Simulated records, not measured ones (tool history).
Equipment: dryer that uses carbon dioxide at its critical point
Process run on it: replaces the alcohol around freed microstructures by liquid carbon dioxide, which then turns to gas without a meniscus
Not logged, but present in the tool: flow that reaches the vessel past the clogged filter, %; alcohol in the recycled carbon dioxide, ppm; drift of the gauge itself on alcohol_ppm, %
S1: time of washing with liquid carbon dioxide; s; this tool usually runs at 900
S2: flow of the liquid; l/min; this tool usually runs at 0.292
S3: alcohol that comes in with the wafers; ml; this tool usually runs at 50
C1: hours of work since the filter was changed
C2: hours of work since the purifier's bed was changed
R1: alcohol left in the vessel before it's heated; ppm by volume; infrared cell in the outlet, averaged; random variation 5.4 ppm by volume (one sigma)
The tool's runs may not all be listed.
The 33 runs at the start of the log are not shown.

run     day    S1     S2  S3   C1   C2   R1
 34    10.3  1200  0.199  71  241  287  523
 35  10.504  1200  0.199  71  244  290  529
 36  10.892  1200  0.336  71  249  295   83
 37   11.25  1200  0.305  21  254  300   90
 38  11.517  1140   0.39  50  258  303   72
 39  11.742   900  0.292  50  261  306  249
 40  11.971  1020  0.292  30  264  309  130
 41  12.338  1380  0.292  42  268  314   97
 42  12.533   900  0.292  43  271  317  229

Run 43 is up next; what results do you expect?
 43  12.792  840  0.321  47  274  320   ?

{"run 43": {"R1": 209}}
On a tool with no hidden condition, and with the same random variation, this run would have come out at R1 97 ppm by volume.

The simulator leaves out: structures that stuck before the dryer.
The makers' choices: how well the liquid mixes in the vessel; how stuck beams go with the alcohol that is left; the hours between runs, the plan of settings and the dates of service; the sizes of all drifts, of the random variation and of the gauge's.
